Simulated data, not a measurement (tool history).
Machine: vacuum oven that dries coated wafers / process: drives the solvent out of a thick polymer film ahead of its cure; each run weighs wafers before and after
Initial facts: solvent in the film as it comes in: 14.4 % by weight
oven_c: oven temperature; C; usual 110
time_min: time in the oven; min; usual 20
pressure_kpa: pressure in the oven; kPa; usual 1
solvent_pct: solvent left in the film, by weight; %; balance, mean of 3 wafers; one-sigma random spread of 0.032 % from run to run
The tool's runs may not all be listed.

Run 1, hour 0: usual settings. Result: solvent_pct 1.24 %.
Run 2, hour 15.4: usual settings. Result: solvent_pct 1.29 %.
Run 3, hour 40.8: usual settings. Result: solvent_pct 1.25 %.
Run 4, hour 78.6: usual settings. Result: solvent_pct 1.15 %.
Run 5, hour 101.3: usual settings. Result: solvent_pct 1.22 %.
Run 6, hour 120.1: usual settings. Result: solvent_pct 1.24 %.
Run 7, hour 143.9: usual settings but oven_c 104 C. Result: solvent_pct 2.4 %.
Run 8, hour 163.6: usual settings but oven_c 104 C. Result: solvent_pct 2.4 %.
Run 9, hour 200.7: usual settings but oven_c 104 C. Result: solvent_pct 2.46 %.
Run 10, hour 236.9: usual settings but oven_c 104 C. Result: solvent_pct 2.46 %.
Run 11, hour 261.8: usual settings. Result: solvent_pct 1.31 %.
Run 12, hour 292.1: usual settings. Result: solvent_pct 1.24 %.
Run 13, hour 319.5: usual settings. Result: solvent_pct 1.26 %.
Run 14, hour 357.4: usual settings. Result: solvent_pct 1.28 %.
Run 15, hour 377.7: usual settings but oven_c 124 C. Result: solvent_pct 0.29 %.
Run 16, hour 399: usual settings but oven_c 107 C. Result: solvent_pct 1.81 %.
Run 17, hour 427.2: usual settings but oven_c 107 C. Result: solvent_pct 1.8 %.
Run 18, hour 453: usual settings but oven_c 107 C. Result: solvent_pct 1.91 %.
Run 19, hour 483.8: usual settings but oven_c 109 C. Result: solvent_pct 1.5 %.
Run 20, hour 508.5: usual settings but oven_c 109 C. Result: solvent_pct 1.48 %.
Run 21, hour 527.6: usual settings but oven_c 109 C. Result: solvent_pct 1.5 %.
Run 22, hour 556.8: usual settings but oven_c 109 C. Result: solvent_pct 1.44 %.
Run 23, hour 578.4: usual settings. Result: solvent_pct 1.31 %.
Run 24, hour 594.9: usual settings but oven_c 117 C, time_min 22 min, pressure_kpa 1.48 kPa. Result: solvent_pct 0.63 %.
Run 25, hour 610.6: usual settings but oven_c 99 C, time_min 18 min, pressure_kpa 3.22 kPa. Result: solvent_pct 5.09 %.
At hour 642.7: oven's thermocouples calibrated.
Run 26, hour 643.5: usual settings but time_min 17 min. Result: solvent_pct 1.5 %.
Run 27, hour 680.8: usual settings but time_min 17 min. Result: solvent_pct 1.6 %.
Run 28, hour 713.6: usual settings but time_min 17 min. Result: solvent_pct 1.58 %.
Run 29, hour 743.5: usual settings but time_min 17 min. Result: solvent_pct 1.59 %.
Run 30, hour 769.2: usual settings but oven_c 105 C, time_min 17 min, pressure_kpa 2.55 kPa. Result: solvent_pct 3.21 %.
Run 31, hour 806.7: usual settings but oven_c 108 C, time_min 14 min, pressure_kpa 0.69 kPa. Result: solvent_pct 2.51 %.
Run 32, hour 841.1: usual settings but oven_c 124 C, time_min 28 min, pressure_kpa 0.77 kPa. Result: solvent_pct 0.27 %.
Run 33, hour 861.3: usual settings but oven_c 124 C, time_min 17 min, pressure_kpa 4 kPa. Result: solvent_pct 0.9 %.
Run 34, hour 887.6: usual settings but oven_c 124 C, time_min 17 min, pressure_kpa 4 kPa. Result: solvent_pct 0.96 %.
Run 35, hour 923.5: usual settings but oven_c 105 C, time_min 31 min, pressure_kpa 0.61 kPa. Result: solvent_pct 0.92 %.
Run 36, hour 942: usual settings but oven_c 105 C, time_min 13 min, pressure_kpa 2.94 kPa. Result: solvent_pct 4.32 %.
Run 37, hour 964.3: usual settings but oven_c 97 C. Result: solvent_pct 4.25 %.
Run 38, hour 1001.6: usual settings but oven_c 122 C. Result: solvent_pct 0.4 %.
Run 39, hour 1037.9: usual settings but time_min 18 min, pressure_kpa 2.28 kPa. Result: solvent_pct 1.89 %.
Run 40, hour 1060.9: usual settings but time_min 18 min, pressure_kpa 2.28 kPa. Result: solvent_pct 1.87 %.
Run 41, hour 1090.4: usual settings but time_min 18 min, pressure_kpa 2.28 kPa. Result: solvent_pct 1.87 %.
Run 42, hour 1128.3: usual settings but oven_c 112 C, time_min 18 min, pressure_kpa 1.3 kPa. Result: solvent_pct 1.23 %.
Run 43, hour 1153.8: usual settings but oven_c 108 C, time_min 21 min, pressure_kpa 0.51 kPa. Result: solvent_pct 1.35 %.

The next listed run, before its measurement:
Run 44, hour 1188.2: usual settings but oven_c 108 C, time_min 21 min, pressure_kpa 0.67 kPa. Result: solvent_pct ?.

Run 44 gave solvent_pct 1.34 %.
Minus the tool's unlogged condition, the same run would have read solvent_pct 1.19 %.
